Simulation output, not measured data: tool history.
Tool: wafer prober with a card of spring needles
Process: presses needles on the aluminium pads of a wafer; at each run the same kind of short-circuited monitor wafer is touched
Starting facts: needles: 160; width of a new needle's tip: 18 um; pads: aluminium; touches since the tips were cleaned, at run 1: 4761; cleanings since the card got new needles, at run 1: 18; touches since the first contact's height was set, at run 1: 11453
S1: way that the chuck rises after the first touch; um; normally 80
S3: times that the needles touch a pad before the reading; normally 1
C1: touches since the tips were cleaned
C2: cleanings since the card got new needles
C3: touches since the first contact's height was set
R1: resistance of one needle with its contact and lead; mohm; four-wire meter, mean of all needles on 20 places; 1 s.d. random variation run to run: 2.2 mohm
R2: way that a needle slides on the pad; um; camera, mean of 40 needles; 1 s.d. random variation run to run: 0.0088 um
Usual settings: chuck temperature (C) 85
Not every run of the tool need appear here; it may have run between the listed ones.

{"run": 1, "day": 0.0, "S1": 80, "chuck temperature (C)": 85, "S3": 1, "C1": 4761, "C2": 18, "C3": 11453, "R1": 285, "R2": 15.797}
{"run": 2, "day": 0.288, "S1": 80, "chuck temperature (C)": 85, "S3": 1, "C1": 7418, "C2": 18, "C3": 14110, "R1": 301, "R2": 15.803}
{"day": 0.492, "done": "tips cleaned on abrasive film"}
{"run": 3, "day": 0.904, "S1": 75, "chuck temperature (C)": 85, "S3": 1, "C1": 3812, "C2": 19, "C3": 19764, "R1": 288, "R2": 14.79}
{"run": 4, "day": 1.429, "S1": 75, "chuck temperature (C)": 85, "S3": 1, "C1": 8647, "C2": 19, "C3": 24599, "R1": 310, "R2": 14.788}
{"day": 1.496, "done": "tips cleaned on abrasive film"}
{"run": 5, "day": 1.896, "S1": 75, "chuck temperature (C)": 85, "S3": 1, "C1": 3709, "C2": 20, "C3": 28867, "R1": 287, "R2": 14.79}
{"run": 6, "day": 2.2, "S1": 75, "chuck temperature (C)": 85, "S3": 1, "C1": 6513, "C2": 20, "C3": 31671, "R1": 303, "R2": 14.783}
{"day": 2.467, "done": "tips cleaned on abrasive film"}
{"run": 7, "day": 2.779, "S1": 80, "chuck temperature (C)": 56, "S3": 3, "C1": 2876, "C2": 21, "C3": 36964, "R1": 251, "R2": 15.76}
{"run": 8, "day": 3.354, "S1": 80, "chuck temperature (C)": 56, "S3": 3, "C1": 8175, "C2": 21, "C3": 42263, "R1": 257, "R2": 15.765}
{"day": 3.488, "done": "tips cleaned on abrasive film"}
{"run": 9, "day": 3.942, "S1": 95, "chuck temperature (C)": 85, "S3": 3, "C1": 4187, "C2": 22, "C3": 47623, "R1": 252, "R2": 18.724}
{"run": 10, "day": 4.438, "S1": 80, "chuck temperature (C)": 38, "S3": 1, "C1": 8782, "C2": 22, "C3": 52218, "R1": 289, "R2": 15.755}

Across each entry between runs, compare the hidden state at the last listed run before it with the hidden state at the first listed run after it:
Between runs 2 and 3: tips cleaned on abrasive film (day 0.492)
  debris on the tips, nm: 65.1 -> 48; way that the needles fall short of the set height, um: 0.06 -> 0.1; tips' diameter, um: 18.39 -> 18.4
  measured value less the no-hidden-state value, R1: +55 -> +45 mohm; R2: -0.011 -> -0.021 um
Between runs 4 and 5: tips cleaned on abrasive film (day 1.496)
  debris on the tips, nm: 70.4 -> 46.6; way that the needles fall short of the set height, um: 0.1 -> 0.17; tips' diameter, um: 18.4 -> 18.43
  measured value less the no-hidden-state value, R1: +66 -> +44 mohm; R2: -0.021 -> -0.033 um
Between runs 6 and 7: tips cleaned on abrasive film (day 2.467)
  debris on the tips, nm: 62.8 -> 41.3; way that the needles fall short of the set height, um: 0.17 -> 0.24; tips' diameter, um: 18.43 -> 18.45
  measured value less the no-hidden-state value, R1: +59 -> +14 mohm; R2: -0.033 -> -0.046 um
Between runs 8 and 9: tips cleaned on abrasive film (day 3.488)
  debris on the tips, nm: 69.3 -> 51; way that the needles fall short of the set height, um: 0.24 -> 0.29; tips' diameter, um: 18.45 -> 18.47
  measured value less the no-hidden-state value, R1: +22 -> +12 mohm; R2: -0.046 -> -0.056 um

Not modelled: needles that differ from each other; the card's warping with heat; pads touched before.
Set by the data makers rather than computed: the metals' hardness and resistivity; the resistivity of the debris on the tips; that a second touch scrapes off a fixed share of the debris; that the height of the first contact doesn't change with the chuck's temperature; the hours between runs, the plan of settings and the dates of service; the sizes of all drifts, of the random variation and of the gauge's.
